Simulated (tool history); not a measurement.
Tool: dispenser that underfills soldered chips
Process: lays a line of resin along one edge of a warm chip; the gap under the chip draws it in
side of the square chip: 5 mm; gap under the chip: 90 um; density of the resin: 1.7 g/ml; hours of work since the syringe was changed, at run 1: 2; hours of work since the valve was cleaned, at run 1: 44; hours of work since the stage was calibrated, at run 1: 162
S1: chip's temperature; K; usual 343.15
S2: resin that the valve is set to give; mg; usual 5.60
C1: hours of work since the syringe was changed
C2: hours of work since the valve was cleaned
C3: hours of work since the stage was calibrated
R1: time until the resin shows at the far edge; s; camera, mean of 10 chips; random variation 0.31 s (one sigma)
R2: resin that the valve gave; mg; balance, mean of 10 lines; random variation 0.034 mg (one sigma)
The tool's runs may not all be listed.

| run | hour | S1 | S2 | C1 | C2 | C3 | R1 | R2 |
|---|---|---|---|---|---|---|---|---|
| 1 | 0.0 | 343.15 | 5.60 | 2 | 44 | 162 | 6.4 | 5.38 |
|  | 6.7 | new syringe of resin |
| 2 | 12.0 | 343.15 | 5.60 | 4 | 53 | 170 | 7.7 | 5.33 |
|  | 15.8 | new syringe of resin |
|  | 24.6 | new syringe of resin |
| 3 | 25.4 | 348.15 | 5.60 | 1 | 62 | 180 | 4.7 | 5.31 |
|  | 32.9 | new syringe of resin |
| 4 | 33.0 | 348.15 | 5.60 | 0 | 68 | 185 | 4.3 | 5.26 |
|  | 41.4 | new syringe of resin |
| 5 | 47.2 | 348.15 | 5.60 | 4 | 78 | 196 | 7.0 | 5.21 |
|  | 50.4 | new syringe of resin |
| 6 | 56.8 | 343.15 | 5.60 | 5 | 85 | 202 | 8.6 | 5.20 |
|  | 59.1 | new syringe of resin |
| 7 | 64.7 | 343.15 | 6.18 | 4 | 91 | 208 | 7.9 | 5.72 |
|  | 68.2 | new syringe of resin |
|  | 77.1 | new syringe of resin |
| 8 | 79.8 | 343.15 | 6.18 | 2 | 101 | 219 | 7.1 | 5.60 |
|  | 85.8 | new syringe of resin |
| 9 | 91.2 | 343.15 | 6.18 | 4 | 110 | 227 | 8.0 | 5.64 |
|  | 95.1 | new syringe of resin |
|  | 104.1 | new syringe of resin |
| 10 | 104.4 | 343.15 | 5.60 | 0 | 119 | 236 | 5.8 | 4.99 |
|  | 113.0 | new syringe of resin |
| 11 | 118.8 | 335.15 | 5.60 | 4 | 129 | 247 | 11.3 | 4.98 |
|  | 121.4 | dispensing valve cleaned and set on the balance |
|  | 122.6 | new syringe of resin |
| 12 | 129.6 | 343.15 | 5.30 | 5 | 6 | 254 | 8.3 | 5.28 |
|  | 131.0 | new syringe of resin |
|  | 139.8 | new syringe of resin |
| 13 | 142.1 | 343.15 | 5.30 | 2 | 15 | 263 | 6.6 | 5.26 |
|  | 148.1 | new syringe of resin |
|  | 156.8 | new syringe of resin |
| 14 | 156.8 | 343.15 | 5.37 | 0 | 25 | 273 | 5.8 | 5.31 |
|  | 165.6 | new syringe of resin |
| 15 | 167.5 | 339.15 | 6.01 | 1 | 33 | 281 | 7.3 | 5.90 |
|  | 174.6 | new syringe of resin |
| 16 | 180.4 | 339.15 | 6.01 | 4 | 42 | 290 | 9.0 | 5.83 |
|  | 182.9 | new syringe of resin |
|  | 191.5 | new syringe of resin |
| 17 | 192.8 | 335.15 | 6.34 | 1 | 51 | 299 | 8.0 | 6.08 |
|  | 200.5 | new syringe of resin |
| 18 | 204.9 | 339.15 | 5.20 | 3 | 60 | 307 | 9.0 | 5.01 |
|  | 209.3 | new syringe of resin |
| 19 | 214.7 | 330.15 | 5.25 | 4 | 67 | 314 | 13.4 | 4.98 |
|  | 218.4 | new syringe of resin |
| 20 | 222.1 | 330.15 | 5.25 | 3 | 72 | 320 | 12.2 | 4.94 |
|  | 227.0 | new syringe of resin |
| 21 | 232.7 | 357.15 | 5.30 | 4 | 79 | 327 | 4.9 | 4.92 |

Forecast each of these 4 alternatives for the next run:
|  | 235.6 | new syringe of resin |
| A | 239.5 | 352.15 | 6.20 | 3 | 84 | 332 | ? | ? |
|  | 235.6 | new syringe of resin |
| B | 239.5 | 337.15 | 5.30 | 3 | 84 | 332 | ? | ? |
|  | 235.6 | new syringe of resin |
| C | 239.5 | 332.15 | 4.91 | 3 | 84 | 332 | ? | ? |
|  | 235.6 | new syringe of resin |
| D | 239.5 | 329.15 | 5.30 | 3 | 84 | 332 | ? | ? |

| run | R1 | R2 |
|---|---|---|
| A | 5.2 | 5.75 |
| B | 8.6 | 4.98 |
| C | 11.3 | 4.55 |
| D | 12.3 | 4.98 |
Without the tool's hidden state the same runs would have given:
| run | R1 | R2 |
|---|---|---|
| A | 4.2 | 6.17 |
| B | 6.7 | 5.34 |
| C | 8.9 | 4.88 |
| D | 9.8 | 5.34 |
